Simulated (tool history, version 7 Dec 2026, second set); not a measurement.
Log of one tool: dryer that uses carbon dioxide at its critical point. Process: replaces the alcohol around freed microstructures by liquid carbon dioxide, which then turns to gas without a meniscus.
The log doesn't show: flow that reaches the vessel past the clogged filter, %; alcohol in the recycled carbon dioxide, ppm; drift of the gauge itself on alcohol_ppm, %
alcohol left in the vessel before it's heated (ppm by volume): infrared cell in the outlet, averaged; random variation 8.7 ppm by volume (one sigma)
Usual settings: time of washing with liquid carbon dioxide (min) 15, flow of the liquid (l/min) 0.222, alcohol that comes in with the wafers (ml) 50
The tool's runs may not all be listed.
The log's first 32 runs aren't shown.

run    hour  time of washing with liquid carbon dioxide (min)  flow of the liquid (l/min)  alcohol that comes in with the wafers (ml)  hours of work since the filter was changed  hours of work since the purifier's bed was changed  alcohol left in the vessel before it's heated (ppm by volume)
 33  1104.3                                                12                       0.178                                          53                                          27                                                 619                                                           3649
 34  1150.8                                                12                       0.178                                          53                                          50                                                 641                                                           3579
 35  1190.8                                                11                       0.272                                          53                                          69                                                 661                                                            981
 36  1214.6                                                11                       0.272                                          53                                          81                                                 673                                                            993
 37  1239.8                                                10                       0.171                                          43                                          93                                                 685                                                           6015
 38  1261.3                                                15                       0.177                                          49                                         104                                                 695                                                           1542
 39  1287.7                                                19                       0.222                                          83                                         117                                                 708                                                            287
 40  1332.7                                                10                       0.171                                          68                                         139                                                 730                                                           9364
 41  1373.7                                                11                       0.187                                          29                                         159                                                 750                                                           2376
 42  1394.2                                                 9                       0.187                                          23                                         169                                                 760                                                           3460

5 ways to go on from here, each from the tool as it stands after run 42. What would each give?
  A  1427.8                                                19                       0.148                                          27                                         185                                                 777                                                              ?
  B  1427.8                                                14                       0.187                                          34                                         185                                                 777                                                              ?
  C  1427.8                                                15                       0.222                                          41                                         185                                                 777                                                              ?
  D  1427.8                                                 9                       0.218                                          50                                         185                                                 777                                                              ?
  E  1427.8                                                10                       0.187                                          46                                         185                                                 777                                                              ?

run  alcohol left in the vessel before it's heated (ppm by volume)
  A                                                            752
  B                                                           1241
  C                                                            516
  D                                                           4723
  E                                                           4986
Without the tool's hidden state the same runs would have given:
run  alcohol left in the vessel before it's heated (ppm by volume)
  A                                                            596
  B                                                           1035
  C                                                            381
  D                                                           4249
  E                                                           4510
